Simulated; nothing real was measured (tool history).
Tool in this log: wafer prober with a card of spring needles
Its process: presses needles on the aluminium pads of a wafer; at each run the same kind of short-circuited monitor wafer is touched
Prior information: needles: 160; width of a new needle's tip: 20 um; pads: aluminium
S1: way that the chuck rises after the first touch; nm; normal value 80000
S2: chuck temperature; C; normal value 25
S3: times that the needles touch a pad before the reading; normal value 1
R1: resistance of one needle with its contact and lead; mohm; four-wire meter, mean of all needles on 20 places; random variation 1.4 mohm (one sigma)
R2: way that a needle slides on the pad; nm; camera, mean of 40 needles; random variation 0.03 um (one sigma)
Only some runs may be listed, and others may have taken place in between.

Run 1, hour 0: usual settings. Result: R1 156 mohm, R2 14830 nm.
At hour 6.9: tips cleaned on abrasive film.
At hour 18.5: tips cleaned on abrasive film.
At hour 27.7: tips cleaned on abrasive film.
At hour 39.2: tips cleaned on abrasive film.
At hour 50.7: tips cleaned on abrasive film.
At hour 59.9: tips cleaned on abrasive film.
Run 2, hour 67.1: usual settings but S2 69 C. Result: R1 180 mohm, R2 14770 nm.
At hour 69.5: tips cleaned on abrasive film.
At hour 78.7: tips cleaned on abrasive film.
At hour 87.9: tips cleaned on abrasive film.
At hour 99.4: tips cleaned on abrasive film.
At hour 102: height of the first contact set anew.
Run 3, hour 104.6: usual settings. Result: R1 169 mohm, R2 15280 nm.
At hour 109.2: tips cleaned on abrasive film.
At hour 120.7: tips cleaned on abrasive film.
At hour 132.2: tips cleaned on abrasive film.
At hour 143.7: tips cleaned on abrasive film.
At hour 155.3: tips cleaned on abrasive film.
Run 4, hour 155.5: usual settings. Result: R1 128 mohm, R2 15230 nm.
At hour 164.8: tips cleaned on abrasive film.
At hour 176.3: tips cleaned on abrasive film.
At hour 187.8: tips cleaned on abrasive film.
At hour 197: tips cleaned on abrasive film.
At hour 206.2: tips cleaned on abrasive film.
At hour 217.2: tips cleaned on abrasive film.
Run 5, hour 217.2: usual settings. Result: R1 130 mohm, R2 15140 nm.
At hour 228.7: tips cleaned on abrasive film.
At hour 240.2: tips cleaned on abrasive film.
At hour 249.4: tips cleaned on abrasive film.
At hour 261: tips cleaned on abrasive film.
At hour 272.5: tips cleaned on abrasive film.
Run 6, hour 280.8: usual settings. Result: R1 179 mohm, R2 15140 nm.
At hour 283.1: tips cleaned on abrasive film.
At hour 294.6: tips cleaned on abrasive film.
At hour 306.2: tips cleaned on abrasive film.
At hour 317.7: tips cleaned on abrasive film.
At hour 329.2: tips cleaned on abrasive film.
Run 7, hour 333.6: usual settings. Result: R1 168 mohm, R2 15080 nm.
At hour 340.5: tips cleaned on abrasive film.
At hour 352: tips cleaned on abrasive film.
At hour 363.5: tips cleaned on abrasive film.
At hour 375.1: tips cleaned on abrasive film.
At hour 386.6: tips cleaned on abrasive film.
Run 8, hour 392.1: usual settings. Result: R1 175 mohm, R2 15030 nm.
At hour 396.8: tips cleaned on abrasive film.
At hour 408.3: tips cleaned on abrasive film.
At hour 419.8: tips cleaned on abrasive film.
At hour 431.3: tips cleaned on abrasive film.
At hour 442.8: tips cleaned on abrasive film.
At hour 452.1: tips cleaned on abrasive film.
At hour 463.6: tips cleaned on abrasive film.
Run 9, hour 469.3: usual settings. Result: R1 173 mohm, R2 14930 nm.
At hour 473.9: tips cleaned on abrasive film.
At hour 483.1: tips cleaned on abrasive film.
At hour 494.7: tips cleaned on abrasive film.
At hour 506.2: tips cleaned on abrasive film.
At hour 517.7: tips cleaned on abrasive film.
At hour 529.2: tips cleaned on abrasive film.
Run 10, hour 530.7: usual settings. Result: R1 143 mohm, R2 14940 nm.
At hour 540: tips cleaned on abrasive film.
At hour 551.5: tips cleaned on abrasive film.
At hour 563: tips cleaned on abrasive film.
At hour 574.5: tips cleaned on abrasive film.
At hour 586: tips cleaned on abrasive film.
At hour 597.5: tips cleaned on abrasive film.
Run 11, hour 602.6: usual settings. Result: R1 173 mohm, R2 14800 nm.
At hour 607.3: tips cleaned on abrasive film.
At hour 618.8: tips cleaned on abrasive film.
At hour 630.3: tips cleaned on abrasive film.
At hour 641.8: tips cleaned on abrasive film.
At hour 653.3: tips cleaned on abrasive film.
Run 12, hour 661.6: usual settings. Result: R1 188 mohm, R2 14810 nm.
At hour 664: tips cleaned on abrasive film.
At hour 675.5: tips cleaned on abrasive film.
At hour 687: tips cleaned on abrasive film.
At hour 698.5: tips cleaned on abrasive film.
At hour 710: tips cleaned on abrasive film.
At hour 721.5: tips cleaned on abrasive film.
At hour 721.8: height of the first contact set anew.
At hour 733.3: tips cleaned on abrasive film.
Run 13, hour 735.5: usual settings. Result: R1 152 mohm, R2 15280 nm.
At hour 744.7: tips cleaned on abrasive film.
At hour 756.3: tips cleaned on abrasive film.
At hour 767.8: tips cleaned on abrasive film.
Run 14, hour 774.3: usual settings. Result: R1 178 mohm, R2 15280 nm.
At hour 778.9: tips cleaned on abrasive film.
At hour 788.2: tips cleaned on abrasive film.
At hour 799.7: tips cleaned on abrasive film.
At hour 811.2: tips cleaned on abrasive film.
At hour 820.4: tips cleaned on abrasive film.
Run 15, hour 825.5: usual settings but S1 79000 nm, S2 42 C. Result: R1 168 mohm, R2 14990 nm.
At hour 830.2: tips cleaned on abrasive film.
At hour 841.7: tips cleaned on abrasive film.
At hour 853.2: tips cleaned on abrasive film.
At hour 864.7: tips cleaned on abrasive film.
At hour 875.3: tips cleaned on abrasive film.
Run 16, hour 875.3: usual settings but S1 79000 nm, S2 42 C. Result: R1 129 mohm, R2 14900 nm.
At hour 886.8: tips cleaned on abrasive film.
At hour 898.3: tips cleaned on abrasive film.
At hour 909.8: tips cleaned on abrasive film.
At hour 921.3: tips cleaned on abrasive film.
At hour 932.9: tips cleaned on abrasive film.
At hour 944.4: tips cleaned on abrasive film.
Run 17, hour 951.5: usual settings but S1 79000 nm, S2 42 C. Result: R1 181 mohm, R2 14900 nm.
At hour 953.9: tips cleaned on abrasive film.
At hour 965.4: tips cleaned on abrasive film.
At hour 976.9: tips cleaned on abrasive film.
At hour 988.3: tips cleaned on abrasive film.
Run 18, hour 988.3: usual settings but S1 79000 nm, S2 42 C. Result: R1 132 mohm, R2 14840 nm.
At hour 999.8: tips cleaned on abrasive film.
At hour 1011.3: tips cleaned on abrasive film.
At hour 1022.8: tips cleaned on abrasive film.
At hour 1034.3: tips cleaned on abrasive film.
At hour 1043.6: tips cleaned on abrasive film.
At hour 1052.8: tips cleaned on abrasive film.
At hour 1064.3: tips cleaned on abrasive film.
Run 19, hour 1066.9: usual settings but S1 79000 nm, S2 42 C. Result: R1 161 mohm, R2 14820 nm.
At hour 1073.8: tips cleaned on abrasive film.
At hour 1083: tips cleaned on abrasive film.
At hour 1094.6: tips cleaned on abrasive film.
At hour 1103.8: tips cleaned on abrasive film.
At hour 1115.3: tips cleaned on abrasive film.
At hour 1124.5: tips cleaned on abrasive film.
At hour 1136: tips cleaned on abrasive film.
At hour 1147.5: tips cleaned on abrasive film.
Run 20, hour 1152.3: usual settings but S1 79000 nm, S2 34 C, S3 2. Result: R1 155 mohm, R2 14780 nm.
At hour 1157: tips cleaned on abrasive film.
At hour 1166.2: tips cleaned on abrasive film.
At hour 1177.7: tips cleaned on abrasive film.
At hour 1189.2: tips cleaned on abrasive film.
At hour 1200.8: tips cleaned on abrasive film.
At hour 1210: tips cleaned on abrasive film.
At hour 1221.5: tips cleaned on abrasive film.
Run 21, hour 1223.8: usual settings but S1 79000 nm, S2 48 C. Result: R1 158 mohm, R2 14690 nm.

Below are 5 alternative next runs, each starting from the tool's condition after run 21. Predict each:
At hour 1230.8: tips cleaned on abrasive film.
At hour 1240: tips cleaned on abrasive film.
At hour 1249.3: tips cleaned on abrasive film.
At hour 1260.8: tips cleaned on abrasive film.
At hour 1270: tips cleaned on abrasive film.
At hour 1281.5: tips cleaned on abrasive film.
At hour 1290.7: tips cleaned on abrasive film.
Run A, hour 1294.1: usual settings but S2 30 C, S3 2. Result: R1 ?, R2 ?.
At hour 1230.8: tips cleaned on abrasive film.
At hour 1240: tips cleaned on abrasive film.
At hour 1249.3: tips cleaned on abrasive film.
At hour 1260.8: tips cleaned on abrasive film.
At hour 1270: tips cleaned on abrasive film.
At hour 1281.5: tips cleaned on abrasive film.
At hour 1290.7: tips cleaned on abrasive film.
Run B, hour 1294.1: usual settings but S1 61000 nm, S2 115 C. Result: R1 ?, R2 ?.
At hour 1230.8: tips cleaned on abrasive film.
At hour 1240: tips cleaned on abrasive film.
At hour 1249.3: tips cleaned on abrasive film.
At hour 1260.8: tips cleaned on abrasive film.
At hour 1270: tips cleaned on abrasive film.
At hour 1281.5: tips cleaned on abrasive film.
At hour 1290.7: tips cleaned on abrasive film.
Run C, hour 1294.1: usual settings but S1 83000 nm, S2 40 C, S3 2. Result: R1 ?, R2 ?.
At hour 1230.8: tips cleaned on abrasive film.
At hour 1240: tips cleaned on abrasive film.
At hour 1249.3: tips cleaned on abrasive film.
At hour 1260.8: tips cleaned on abrasive film.
At hour 1270: tips cleaned on abrasive film.
At hour 1281.5: tips cleaned on abrasive film.
At hour 1290.7: tips cleaned on abrasive film.
Run D, hour 1294.1: usual settings but S1 60000 nm, S2 29 C, S3 3. Result: R1 ?, R2 ?.
At hour 1230.8: tips cleaned on abrasive film.
At hour 1240: tips cleaned on abrasive film.
At hour 1249.3: tips cleaned on abrasive film.
At hour 1260.8: tips cleaned on abrasive film.
At hour 1270: tips cleaned on abrasive film.
At hour 1281.5: tips cleaned on abrasive film.
At hour 1290.7: tips cleaned on abrasive film.
Run E, hour 1294.1: usual settings but S1 77000 nm, S2 27 C, S3 2. Result: R1 ?, R2 ?.

run   R1     R2
  A  148  14830
  B  197  11180
  C  147  15380
  D  150  11010
  E  151  14210
Without the tool's hidden state the same runs would have given:
run   R1     R2
  A  122  15290
  B  135  11640
  C  123  15840
  D  123  11470
  E  123  14670
